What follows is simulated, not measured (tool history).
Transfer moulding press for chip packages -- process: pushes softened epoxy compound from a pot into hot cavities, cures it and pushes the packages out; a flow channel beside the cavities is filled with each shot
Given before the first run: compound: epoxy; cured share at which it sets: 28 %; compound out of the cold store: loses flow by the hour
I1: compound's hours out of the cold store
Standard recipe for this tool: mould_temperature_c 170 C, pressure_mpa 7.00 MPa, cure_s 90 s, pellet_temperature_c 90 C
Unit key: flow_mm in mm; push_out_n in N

Run 1, hour 0.0: usual settings; I1 13.7. Result: flow_mm 864 mm, push_out_n 408 N.
At hour 52.7: cavities cleaned with cleaning compound and waxed.
Run 2, hour 59.8: usual settings; I1 41.7. Result: flow_mm 693 mm, push_out_n 403 N.
At hour 83.3: plunger's sealing rings changed.
Run 3, hour 102.4: usual settings; I1 31.6. Result: flow_mm 760 mm, push_out_n 393 N.
At hour 134.4: cavities cleaned with cleaning compound and waxed.
Run 4, hour 160.0: usual settings; I1 11.7. Result: flow_mm 880 mm, push_out_n 414 N.
Run 5, hour 202.8: usual settings; I1 32.6. Result: flow_mm 749 mm, push_out_n 395 N.
At hour 212.3: cavities cleaned with cleaning compound and waxed.
Run 6, hour 253.7: usual settings; I1 19.8. Result: flow_mm 827 mm, push_out_n 405 N.
At hour 293.8: cavities cleaned with cleaning compound and waxed.
Run 7, hour 314.5: usual settings; I1 26.9. Result: flow_mm 777 mm, push_out_n 403 N.
Run 8, hour 346.8: usual settings; I1 36.8. Result: flow_mm 724 mm, push_out_n 402 N.
At hour 373.7: cavities cleaned with cleaning compound and waxed.
Run 9, hour 394.4: usual settings; I1 20.4. Result: flow_mm 823 mm, push_out_n 406 N.
Run 10, hour 435.0: usual settings; I1 31.7. Result: flow_mm 754 mm, push_out_n 400 N.
At hour 453.3: cavities cleaned with cleaning compound and waxed.
Run 11, hour 481.0: usual settings; I1 23.1. Result: flow_mm 793 mm, push_out_n 401 N.
At hour 533.3: cavities cleaned with cleaning compound and waxed.
Run 12, hour 539.5: usual settings; I1 19.9. Result: flow_mm 822 mm, push_out_n 406 N.
Run 13, hour 595.7: usual settings; I1 19.3. Result: flow_mm 836 mm, push_out_n 405 N.
At hour 611.1: cavities cleaned with cleaning compound and waxed.
At hour 622.8: plunger's sealing rings changed.
Run 14, hour 653.6: usual settings but cure_s 130 s, pellet_temperature_c 98 C; I1 30.4. Result: flow_mm 758 mm, push_out_n 385 N.
Run 15, hour 686.9: usual settings but cure_s 130 s, pellet_temperature_c 98 C; I1 32.3. Result: flow_mm 736 mm, push_out_n 372 N.
At hour 691.2: cavities cleaned with cleaning compound and waxed.
Run 16, hour 713.1: usual settings but mould_temperature_c 172 C, pressure_mpa 6.87 MPa, cure_s 92 s, pellet_temperature_c 89 C; I1 32.5. Result: flow_mm 735 mm, push_out_n 365 N.
Run 17, hour 748.8: usual settings but cure_s 78 s, pellet_temperature_c 98 C; I1 27.3. Result: flow_mm 772 mm, push_out_n 487 N.
At hour 772.8: cavities cleaned with cleaning compound and waxed.
Run 18, hour 809.1: usual settings but cure_s 78 s, pellet_temperature_c 98 C; I1 32.0. Result: flow_mm 748 mm, push_out_n 463 N.
At hour 829.1: mould's thermocouples calibrated.
At hour 853.5: cavities cleaned with cleaning compound and waxed.
Run 19, hour 860.8: usual settings but cure_s 78 s, pellet_temperature_c 84 C; I1 39.8. Result: flow_mm 705 mm, push_out_n 463 N.
Run 20, hour 893.6: usual settings but cure_s 78 s, pellet_temperature_c 87 C; I1 35.7. Result: flow_mm 727 mm, push_out_n 472 N.
At hour 933.0: cavities cleaned with cleaning compound and waxed.
Run 21, hour 934.8: usual settings but cure_s 78 s, pellet_temperature_c 87 C; I1 36.6. Result: flow_mm 720 mm, push_out_n 464 N.
Run 22, hour 978.8: usual settings but pressure_mpa 8.41 MPa, cure_s 78 s, pellet_temperature_c 89 C; I1 46.9. Result: flow_mm 734 mm, push_out_n 457 N.
Run 23, hour 1006.6: usual settings but pressure_mpa 8.41 MPa, cure_s 78 s, pellet_temperature_c 89 C; I1 16.0. Result: flow_mm 933 mm, push_out_n 497 N.
At hour 1012.2: cavities cleaned with cleaning compound and waxed.
Run 24, hour 1040.7: usual settings but mould_temperature_c 175 C, pressure_mpa 5.68 MPa, cure_s 88 s, pellet_temperature_c 98 C; I1 33.9. Result: flow_mm 656 mm, push_out_n 382 N.
Run 25, hour 1075.5: usual settings but mould_temperature_c 175 C, pressure_mpa 5.68 MPa, cure_s 88 s, pellet_temperature_c 98 C; I1 13.2. Result: flow_mm 761 mm, push_out_n 366 N.
At hour 1094.0: cavities cleaned with cleaning compound and waxed.
Run 26, hour 1108.4: usual settings but pressure_mpa 5.72 MPa, pellet_temperature_c 84 C; I1 37.4. Result: flow_mm 652 mm, push_out_n 388 N.

3 options for the next run, each taken on its own from the tool as it stands now. Forecast them:
Run A, hour 1146.4: usual settings but mould_temperature_c 171 C, pressure_mpa 5.72 MPa, pellet_temperature_c 86 C; I1 37.8. Result: flow_mm ?, push_out_n ?.
Run B, hour 1146.4: usual settings but mould_temperature_c 168 C, pressure_mpa 6.55 MPa, cure_s 110 s, pellet_temperature_c 84 C; I1 38.7. Result: flow_mm ?, push_out_n ?.
Run C, hour 1146.4: usual settings but mould_temperature_c 165 C, pressure_mpa 5.72 MPa, cure_s 99 s, pellet_temperature_c 96 C; I1 34.7. Result: flow_mm ?, push_out_n ?.

run  flow_mm  push_out_n
  A      641         387
  B      686         370
  C      666         415
Stripped of hidden state, with their random variation kept, the same runs would have yielded:
run  flow_mm  push_out_n
  A      641         384
  B      686         367
  C      667         412

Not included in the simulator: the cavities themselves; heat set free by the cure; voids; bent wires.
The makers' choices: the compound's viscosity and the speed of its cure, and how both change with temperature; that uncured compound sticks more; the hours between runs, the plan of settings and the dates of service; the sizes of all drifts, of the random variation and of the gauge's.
